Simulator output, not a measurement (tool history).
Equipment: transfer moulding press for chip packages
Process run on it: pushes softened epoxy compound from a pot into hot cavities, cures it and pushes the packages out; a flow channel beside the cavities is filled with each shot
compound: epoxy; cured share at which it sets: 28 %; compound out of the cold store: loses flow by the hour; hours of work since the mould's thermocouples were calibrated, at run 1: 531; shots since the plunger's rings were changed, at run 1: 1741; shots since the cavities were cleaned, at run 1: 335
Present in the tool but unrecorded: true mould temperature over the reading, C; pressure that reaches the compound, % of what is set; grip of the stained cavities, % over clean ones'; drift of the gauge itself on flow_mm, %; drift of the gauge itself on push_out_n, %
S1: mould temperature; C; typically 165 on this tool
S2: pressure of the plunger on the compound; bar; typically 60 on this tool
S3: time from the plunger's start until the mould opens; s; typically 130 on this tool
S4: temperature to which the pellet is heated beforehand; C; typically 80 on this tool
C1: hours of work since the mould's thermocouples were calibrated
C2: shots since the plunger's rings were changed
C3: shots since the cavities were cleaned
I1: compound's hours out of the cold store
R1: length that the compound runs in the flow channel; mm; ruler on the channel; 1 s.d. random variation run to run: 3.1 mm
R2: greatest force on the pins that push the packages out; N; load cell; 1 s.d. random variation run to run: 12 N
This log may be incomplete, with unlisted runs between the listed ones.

run	hour	S1	S2	S3	S4	C1	C2	C3	I1	R1	R2
1	0	165	60	130	80	531	1741	335	15.7	766	596
2	25.6	165	71.4	130	80	549	2009	603	13.1	847	619
3	38.8	165	72.1	130	80	559	2149	743	32.7	772	589
# hour 47.9: cavities cleaned with cleaning compound and waxed
4	65	165	72.1	130	80	576	2407	179	45.3	731	577
5	87	165	72.1	130	80	592	2638	410	27.1	793	595
6	113.5	165	60	130	80	611	2916	688	9.7	786	618
# hour 127.1: cavities cleaned with cleaning compound and waxed
7	139.5	165	60	130	80	629	3174	131	29.6	716	573
8	152.9	165	60	130	84	638	3314	271	28.4	720	618
9	174.6	165	60	130	80	654	3542	499	26.6	725	584
10	189.2	160	60	130	80	664	3695	652	43.2	686	855
11	201.8	160	60	130	80	673	3827	784	11.8	797	913
# hour 207.1: cavities cleaned with cleaning compound and waxed
12	223	165	60	130	89	687	4034	167	33.3	700	591
13	236.1	165	60	112	80	697	4171	304	33.4	702	799
14	260	165	60	112	80	714	4423	556	17.9	758	818
# hour 264.3: plunger's sealing rings changed
15	274.5	165	60	112	81	722	107	681	18.5	756	793
# hour 288.9: cavities cleaned with cleaning compound and waxed
16	290.6	163	46.4	130	80	733	261	18	35.7	614	637
17	310.6	165	60	130	84	747	470	227	37.6	688	581
18	327.6	161	60	152	84	759	649	406	20.3	764	605
19	350.6	165	60.8	130	80	776	891	648	23.6	747	575
# hour 368.1: cavities cleaned with cleaning compound and waxed
20	369.6	165	60.8	140	73	788	1074	16	40	693	525
21	382	165	60	126	80	797	1204	146	47.5	656	594
22	394.1	165	51.6	126	84	806	1332	274	19	699	636
23	407.3	166	60.7	154	79	815	1469	411	14.7	771	475
# hour 422.9: mould's thermocouples calibrated
24	432.9	163	60.7	113	79	7	1717	659	18	767	961
# hour 448.7: cavities cleaned with cleaning compound and waxed
25	448.7	158	46.9	131	81	17	1868	0	45.8	611	954
26	476.9	160	60	130	89	38	2163	295	35.4	719	801
27	493.8	160	50.1	112	86	50	2341	473	31.9	662	1168
28	513.1	160	50.1	112	86	64	2543	675	38.7	641	1164

Each row is a separate what-if for the run after 28, all from the same tool condition, not one after another. Results?
# hour 527.6: cavities cleaned with cleaning compound and waxed
A	533.8	160	50.1	160	86	77	2745	65	19.2	?	?
# hour 527.6: cavities cleaned with cleaning compound and waxed
B	533.8	165	63.4	112	80	77	2745	65	27	?	?
# hour 527.6: cavities cleaned with cleaning compound and waxed
C	533.8	166	50.1	112	86	77	2745	65	26.1	?	?

run	R1	R2
A	703	568
B	736	833
C	660	722
With no hidden state in the tool, these same runs would have given:
run	R1	R2
A	703	566
B	737	830
C	661	719
